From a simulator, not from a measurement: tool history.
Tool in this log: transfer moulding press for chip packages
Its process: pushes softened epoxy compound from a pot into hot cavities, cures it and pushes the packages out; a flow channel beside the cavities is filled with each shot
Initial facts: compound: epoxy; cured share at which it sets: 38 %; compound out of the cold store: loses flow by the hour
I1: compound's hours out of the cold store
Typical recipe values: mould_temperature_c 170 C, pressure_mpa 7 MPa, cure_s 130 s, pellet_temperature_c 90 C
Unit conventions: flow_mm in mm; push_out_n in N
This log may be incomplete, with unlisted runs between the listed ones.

{"run": 1, "hour": 0.0, "mould_temperature_c": 170, "pressure_mpa": 7, "cure_s": 130, "pellet_temperature_c": 90, "I1": 41.7, "flow_mm": 881, "push_out_n": 530}
{"run": 2, "hour": 10.6, "mould_temperature_c": 170, "pressure_mpa": 7.38, "cure_s": 130, "pellet_temperature_c": 90, "I1": 33.4, "flow_mm": 942, "push_out_n": 583}
{"hour": 21.0, "done": "cavities cleaned with cleaning compound and waxed"}
{"run": 3, "hour": 34.9, "mould_temperature_c": 170, "pressure_mpa": 7.38, "cure_s": 130, "pellet_temperature_c": 90, "I1": 30.1, "flow_mm": 957, "push_out_n": 509}
{"run": 4, "hour": 50.0, "mould_temperature_c": 170, "pressure_mpa": 7.38, "cure_s": 130, "pellet_temperature_c": 90, "I1": 46.2, "flow_mm": 871, "push_out_n": 539}
{"hour": 60.1, "done": "plunger's sealing rings changed"}
{"run": 5, "hour": 63.6, "mould_temperature_c": 170, "pressure_mpa": 7, "cure_s": 130, "pellet_temperature_c": 90, "I1": 29.1, "flow_mm": 969, "push_out_n": 586}
{"run": 6, "hour": 74.2, "mould_temperature_c": 170, "pressure_mpa": 7, "cure_s": 130, "pellet_temperature_c": 90, "I1": 20.7, "flow_mm": 1009, "push_out_n": 618}
{"hour": 77.6, "done": "cavities cleaned with cleaning compound and waxed"}
{"run": 7, "hour": 90.9, "mould_temperature_c": 170, "pressure_mpa": 7, "cure_s": 130, "pellet_temperature_c": 90, "I1": 42, "flow_mm": 897, "push_out_n": 486}
{"run": 8, "hour": 107.1, "mould_temperature_c": 170, "pressure_mpa": 7, "cure_s": 130, "pellet_temperature_c": 90, "I1": 41.3, "flow_mm": 903, "push_out_n": 554}
{"run": 9, "hour": 125.0, "mould_temperature_c": 170, "pressure_mpa": 7, "cure_s": 130, "pellet_temperature_c": 90, "I1": 40.3, "flow_mm": 903, "push_out_n": 612}
{"hour": 131.6, "done": "cavities cleaned with cleaning compound and waxed"}
{"run": 10, "hour": 148.4, "mould_temperature_c": 170, "pressure_mpa": 8.68, "cure_s": 130, "pellet_temperature_c": 90, "I1": 20.8, "flow_mm": 1114, "push_out_n": 528}
{"run": 11, "hour": 157.9, "mould_temperature_c": 170, "pressure_mpa": 7, "cure_s": 149, "pellet_temperature_c": 90, "I1": 16.1, "flow_mm": 1021, "push_out_n": 505}
{"run": 12, "hour": 173.3, "mould_temperature_c": 170, "pressure_mpa": 7, "cure_s": 149, "pellet_temperature_c": 90, "I1": 16.1, "flow_mm": 1027, "push_out_n": 546}
{"hour": 185.8, "done": "cavities cleaned with cleaning compound and waxed"}
{"run": 13, "hour": 194.7, "mould_temperature_c": 170, "pressure_mpa": 7.68, "cure_s": 149, "pellet_temperature_c": 90, "I1": 13.6, "flow_mm": 1091, "push_out_n": 447}
{"run": 14, "hour": 213.0, "mould_temperature_c": 170, "pressure_mpa": 7.68, "cure_s": 149, "pellet_temperature_c": 90, "I1": 28.8, "flow_mm": 993, "push_out_n": 522}
{"run": 15, "hour": 229.4, "mould_temperature_c": 170, "pressure_mpa": 7.68, "cure_s": 149, "pellet_temperature_c": 90, "I1": 27.6, "flow_mm": 1003, "push_out_n": 546}
{"hour": 238.6, "done": "cavities cleaned with cleaning compound and waxed"}
{"run": 16, "hour": 250.8, "mould_temperature_c": 175, "pressure_mpa": 7.72, "cure_s": 163, "pellet_temperature_c": 91, "I1": 8.1, "flow_mm": 1083, "push_out_n": 434}
{"run": 17, "hour": 263.4, "mould_temperature_c": 175, "pressure_mpa": 7.72, "cure_s": 163, "pellet_temperature_c": 91, "I1": 33.6, "flow_mm": 939, "push_out_n": 451}
{"hour": 276.6, "done": "mould's thermocouples calibrated"}
{"run": 18, "hour": 283.4, "mould_temperature_c": 175, "pressure_mpa": 7.99, "cure_s": 144, "pellet_temperature_c": 88, "I1": 42.3, "flow_mm": 903, "push_out_n": 525}
{"hour": 294.1, "done": "cavities cleaned with cleaning compound and waxed"}
{"run": 19, "hour": 303.1, "mould_temperature_c": 167, "pressure_mpa": 7, "cure_s": 169, "pellet_temperature_c": 90, "I1": 12.6, "flow_mm": 1044, "push_out_n": 436}
{"run": 20, "hour": 319.5, "mould_temperature_c": 167, "pressure_mpa": 7, "cure_s": 169, "pellet_temperature_c": 90, "I1": 9.9, "flow_mm": 1057, "push_out_n": 493}
{"run": 21, "hour": 337.1, "mould_temperature_c": 167, "pressure_mpa": 7, "cure_s": 169, "pellet_temperature_c": 90, "I1": 16, "flow_mm": 1008, "push_out_n": 554}
{"hour": 347.3, "done": "cavities cleaned with cleaning compound and waxed"}
{"run": 22, "hour": 348.6, "mould_temperature_c": 167, "pressure_mpa": 7, "cure_s": 162, "pellet_temperature_c": 90, "I1": 18.2, "flow_mm": 1001, "push_out_n": 414}
{"run": 23, "hour": 358.5, "mould_temperature_c": 170, "pressure_mpa": 6.51, "cure_s": 130, "pellet_temperature_c": 87, "I1": 19.7, "flow_mm": 935, "push_out_n": 478}
{"hour": 377.3, "done": "plunger's sealing rings changed"}
{"run": 24, "hour": 380.3, "mould_temperature_c": 170, "pressure_mpa": 6.51, "cure_s": 130, "pellet_temperature_c": 87, "I1": 46.3, "flow_mm": 850, "push_out_n": 526}
{"run": 25, "hour": 390.8, "mould_temperature_c": 163, "pressure_mpa": 6.33, "cure_s": 165, "pellet_temperature_c": 87, "I1": 10.1, "flow_mm": 1064, "push_out_n": 613}
{"hour": 402.5, "done": "cavities cleaned with cleaning compound and waxed"}
{"run": 26, "hour": 412.7, "mould_temperature_c": 170, "pressure_mpa": 7, "cure_s": 113, "pellet_temperature_c": 92, "I1": 36.7, "flow_mm": 918, "push_out_n": 516}
{"run": 27, "hour": 423.4, "mould_temperature_c": 170, "pressure_mpa": 7, "cure_s": 113, "pellet_temperature_c": 92, "I1": 23.9, "flow_mm": 986, "push_out_n": 602}
{"run": 28, "hour": 433.3, "mould_temperature_c": 173, "pressure_mpa": 5.48, "cure_s": 130, "pellet_temperature_c": 86, "I1": 41.9, "flow_mm": 777, "push_out_n": 509}
{"run": 29, "hour": 452.4, "mould_temperature_c": 171, "pressure_mpa": 7, "cure_s": 148, "pellet_temperature_c": 90, "I1": 39.5, "flow_mm": 897, "push_out_n": 553}

Each row is a separate what-if for the run after 29, all from the same tool condition, not one after another. Results?
{"hour": 455.9, "done": "cavities cleaned with cleaning compound and waxed"}
{"run": "A", "hour": 477.0, "mould_temperature_c": 171, "pressure_mpa": 7.13, "cure_s": 148, "pellet_temperature_c": 91, "I1": 11, "flow_mm": "?", "push_out_n": "?"}
{"hour": 455.9, "done": "cavities cleaned with cleaning compound and waxed"}
{"run": "B", "hour": 477.0, "mould_temperature_c": 171, "pressure_mpa": 6.24, "cure_s": 147, "pellet_temperature_c": 83, "I1": 18, "flow_mm": "?", "push_out_n": "?"}
{"hour": 455.9, "done": "cavities cleaned with cleaning compound and waxed"}
{"run": "C", "hour": 477.0, "mould_temperature_c": 170, "pressure_mpa": 6.72, "cure_s": 130, "pellet_temperature_c": 90, "I1": 19.5, "flow_mm": "?", "push_out_n": "?"}

run=A flow_mm=1053 push_out_n=478
run=B flow_mm=955 push_out_n=483
run=C flow_mm=981 push_out_n=520
Without the tool's hidden state the same runs would have given:
run=A flow_mm=1065 push_out_n=398
run=B flow_mm=967 push_out_n=403
run=C flow_mm=993 push_out_n=434
